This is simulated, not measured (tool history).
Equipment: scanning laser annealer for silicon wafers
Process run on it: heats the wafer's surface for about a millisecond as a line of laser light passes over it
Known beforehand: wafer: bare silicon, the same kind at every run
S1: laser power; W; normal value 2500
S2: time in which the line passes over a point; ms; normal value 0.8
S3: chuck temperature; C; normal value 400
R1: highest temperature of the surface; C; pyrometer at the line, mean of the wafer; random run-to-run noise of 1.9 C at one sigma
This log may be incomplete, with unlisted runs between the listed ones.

{"run": 1, "hour": 0.0, "S1": 2500, "S2": 0.8, "S3": 400, "R1": 1194}
{"run": 2, "hour": 10.1, "S1": 2500, "S2": 0.8, "S3": 400, "R1": 1194}
{"run": 3, "hour": 19.3, "S1": 2500, "S2": 0.8, "S3": 369, "R1": 1162}
{"run": 4, "hour": 35.4, "S1": 2500, "S2": 0.8, "S3": 369, "R1": 1161}
{"run": 5, "hour": 47.4, "S1": 2500, "S2": 0.8, "S3": 369, "R1": 1163}
{"run": 6, "hour": 62.5, "S1": 2500, "S2": 0.8, "S3": 369, "R1": 1162}
{"hour": 72.5, "done": "window over the wafer cleaned"}
{"run": 7, "hour": 80.0, "S1": 2500, "S2": 0.8, "S3": 369, "R1": 1177}
{"run": 8, "hour": 88.4, "S1": 2500, "S2": 0.8, "S3": 369, "R1": 1175}
{"run": 9, "hour": 97.1, "S1": 2500, "S2": 0.8, "S3": 369, "R1": 1178}
{"run": 10, "hour": 111.8, "S1": 2369, "S2": 0.8, "S3": 400, "R1": 1163}
{"run": 11, "hour": 121.4, "S1": 2369, "S2": 0.8, "S3": 400, "R1": 1160}
{"run": 12, "hour": 134.0, "S1": 2500, "S2": 0.998, "S3": 400, "R1": 1315}
{"run": 13, "hour": 145.0, "S1": 2500, "S2": 0.998, "S3": 400, "R1": 1313}
{"run": 14, "hour": 157.3, "S1": 2500, "S2": 0.998, "S3": 400, "R1": 1312}
{"run": 15, "hour": 172.3, "S1": 2500, "S2": 0.8, "S3": 400, "R1": 1208}
{"run": 16, "hour": 185.7, "S1": 2500, "S2": 0.8, "S3": 400, "R1": 1206}
{"hour": 192.0, "done": "optics aligned, line set to its width"}
{"run": 17, "hour": 206.2, "S1": 2500, "S2": 0.8, "S3": 400, "R1": 1201}
{"hour": 222.8, "done": "optics aligned, line set to its width, once more"}
{"run": 18, "hour": 223.3, "S1": 2500, "S2": 0.8, "S3": 400, "R1": 1220}
{"run": 19, "hour": 233.0, "S1": 2500, "S2": 0.8, "S3": 400, "R1": 1216}
{"run": 20, "hour": 243.2, "S1": 2500, "S2": 0.8, "S3": 400, "R1": 1218}
{"run": 21, "hour": 251.2, "S1": 2500, "S2": 0.8, "S3": 400, "R1": 1220}
{"run": 22, "hour": 267.6, "S1": 2680, "S2": 0.812, "S3": 400, "R1": 1290}
{"run": 23, "hour": 282.8, "S1": 2316, "S2": 0.8, "S3": 419, "R1": 1171}
{"run": 24, "hour": 290.0, "S1": 2316, "S2": 0.8, "S3": 419, "R1": 1173}
{"run": 25, "hour": 300.0, "S1": 2252, "S2": 0.8, "S3": 372, "R1": 1103}
{"run": 26, "hour": 317.7, "S1": 2579, "S2": 0.8, "S3": 400, "R1": 1244}
{"run": 27, "hour": 326.1, "S1": 2442, "S2": 0.856, "S3": 400, "R1": 1223}
{"run": 28, "hour": 338.7, "S1": 2284, "S2": 0.872, "S3": 397, "R1": 1176}
{"run": 29, "hour": 346.2, "S1": 2284, "S2": 0.902, "S3": 426, "R1": 1220}
{"run": 30, "hour": 360.2, "S1": 2284, "S2": 0.902, "S3": 426, "R1": 1220}
{"run": 31, "hour": 369.8, "S1": 2193, "S2": 0.902, "S3": 377, "R1": 1138}
{"run": 32, "hour": 377.5, "S1": 2193, "S2": 0.902, "S3": 377, "R1": 1137}
{"run": 33, "hour": 392.7, "S1": 2193, "S2": 0.902, "S3": 377, "R1": 1140}
{"run": 34, "hour": 408.9, "S1": 2232, "S2": 0.8, "S3": 400, "R1": 1118}
{"run": 35, "hour": 419.4, "S1": 2232, "S2": 0.8, "S3": 400, "R1": 1121}
{"run": 36, "hour": 427.4, "S1": 2500, "S2": 0.8, "S3": 369, "R1": 1181}
{"run": 37, "hour": 440.5, "S1": 2500, "S2": 0.8, "S3": 369, "R1": 1182}
{"run": 38, "hour": 456.5, "S1": 2361, "S2": 0.873, "S3": 389, "R1": 1194}
{"run": 39, "hour": 468.2, "S1": 2361, "S2": 0.873, "S3": 389, "R1": 1194}
{"run": 40, "hour": 481.7, "S1": 2291, "S2": 0.77, "S3": 367, "R1": 1093}
{"run": 41, "hour": 497.3, "S1": 2412, "S2": 0.863, "S3": 393, "R1": 1207}
{"run": 42, "hour": 512.8, "S1": 2476, "S2": 0.579, "S3": 434, "R1": 1104}

For some of the steps in R1 from one run to the next: how much would appear even if the tool had no hidden state, given the settings, what came in and random variation, and how much remains for the hidden state plus any gauge scatter that the measured result and the result without hidden state don't share?
Unlogged tool condition in this case: light that passes the window, % of a clean one's; laser's true power over the reading, %; width of the line over the set one, %; drift of the gauge itself on peak_c, C.
Run 6 -> 7: window over the wafer cleaned. R1 +15 C: hidden state +15, all else +0.
Run 11 -> 12: S1 2369 -> 2500, S2 0.8 -> 0.998. R1 +155 C: hidden state -3, all else +158.
Run 17 -> 18: optics aligned, line set to its width, once more. R1 +19 C: hidden state +15, all else +4.
Run 22 -> 23: S1 2680 -> 2316, S2 0.812 -> 0.8, S3 400 -> 419. R1 -119 C: hidden state +1, all else -120.
Run 25 -> 26: S1 2252 -> 2579, S3 372 -> 400. R1 +141 C: hidden state -1, all else +142.

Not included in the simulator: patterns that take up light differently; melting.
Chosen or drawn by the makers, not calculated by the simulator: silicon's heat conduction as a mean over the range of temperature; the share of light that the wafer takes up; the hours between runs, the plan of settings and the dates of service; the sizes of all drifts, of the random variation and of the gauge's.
